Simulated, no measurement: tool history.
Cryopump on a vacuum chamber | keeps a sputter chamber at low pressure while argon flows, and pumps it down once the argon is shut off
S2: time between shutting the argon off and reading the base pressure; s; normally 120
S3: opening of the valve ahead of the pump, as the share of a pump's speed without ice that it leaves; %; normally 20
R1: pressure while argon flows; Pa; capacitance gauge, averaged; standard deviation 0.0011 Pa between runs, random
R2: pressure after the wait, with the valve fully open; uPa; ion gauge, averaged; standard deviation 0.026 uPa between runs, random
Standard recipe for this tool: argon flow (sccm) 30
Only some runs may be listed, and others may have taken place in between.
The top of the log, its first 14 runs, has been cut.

run 15 hour=202.7 | argon_flow_(sccm)=30 S2=121 S3=20 | R1=0.2456 R2=4.52
run 16 hour=223.7 | argon_flow_(sccm)=30 S2=163 S3=20 | R1=0.248 R2=4.43
-- hour=239.8 pump warmed up, emptied and cooled again
run 17 hour=249.4 | argon_flow_(sccm)=30 S2=163 S3=20 | R1=0.2373 R2=3.68
run 18 hour=264 | argon_flow_(sccm)=30 S2=120 S3=20 | R1=0.237 R2=4.02
run 19 hour=275.5 | argon_flow_(sccm)=30 S2=120 S3=20 | R1=0.236 R2=4.1
run 20 hour=290.9 | argon_flow_(sccm)=39 S2=150 S3=42 | R1=0.1489 R2=3.93
run 21 hour=310.3 | argon_flow_(sccm)=30 S2=29 S3=49 | R1=0.0974 R2=6.65
run 22 hour=323.9 | argon_flow_(sccm)=47 S2=29 S3=28 | R1=0.266 R2=6.56
run 23 hour=342.6 | argon_flow_(sccm)=47 S2=29 S3=28 | R1=0.2647 R2=6.44
run 24 hour=353 | argon_flow_(sccm)=26 S2=36 S3=18 | R1=0.2299 R2=6.04
run 25 hour=375 | argon_flow_(sccm)=26 S2=167 S3=27 | R1=0.1536 R2=3.95
-- hour=384.7 leaking fittings of the chamber tightened, without venting
run 26 hour=388.7 | argon_flow_(sccm)=51 S2=120 S3=35 | R1=0.2334 R2=1.1
run 27 hour=403.4 | argon_flow_(sccm)=12 S2=169 S3=20 | R1=0.0955 R2=0.87
run 28 hour=421.1 | argon_flow_(sccm)=29 S2=46 S3=17 | R1=0.2699 R2=2.46
run 29 hour=440.3 | argon_flow_(sccm)=29 S2=46 S3=17 | R1=0.2721 R2=2.41
run 30 hour=457.1 | argon_flow_(sccm)=24 S2=111 S3=17 | R1=0.2254 R2=1.26
run 31 hour=474 | argon_flow_(sccm)=24 S2=111 S3=17 | R1=0.2263 R2=1.28
run 32 hour=484.8 | argon_flow_(sccm)=23 S2=93 S3=44 | R1=0.0852 R2=1.48
run 33 hour=497 | argon_flow_(sccm)=23 S2=93 S3=44 | R1=0.0856 R2=1.49
run 34 hour=519 | argon_flow_(sccm)=18 S2=280 S3=44 | R1=0.0668 R2=0.89
run 35 hour=532.2 | argon_flow_(sccm)=23 S2=120 S3=16 | R1=0.2305 R2=1.31

Below are 3 alternative next runs, each starting from the tool's condition after run 35. Predict each:
run A hour=545.4 | argon_flow_(sccm)=30 S2=120 S3=16 | R1=? R2=?
run B hour=545.4 | argon_flow_(sccm)=13 S2=120 S3=33 | R1=? R2=?
run C hour=545.4 | argon_flow_(sccm)=23 S2=120 S3=20 | R1=? R2=?

run=A R1=0.299 R2=1.38
run=B R1=0.0652 R2=1.38
run=C R1=0.1835 R2=1.35
Stripped of hidden state, with their random variation kept, the same runs would have yielded:
run=A R1=0.2932 R2=1.07
run=B R1=0.0627 R2=1.06
run=C R1=0.1791 R2=1.05
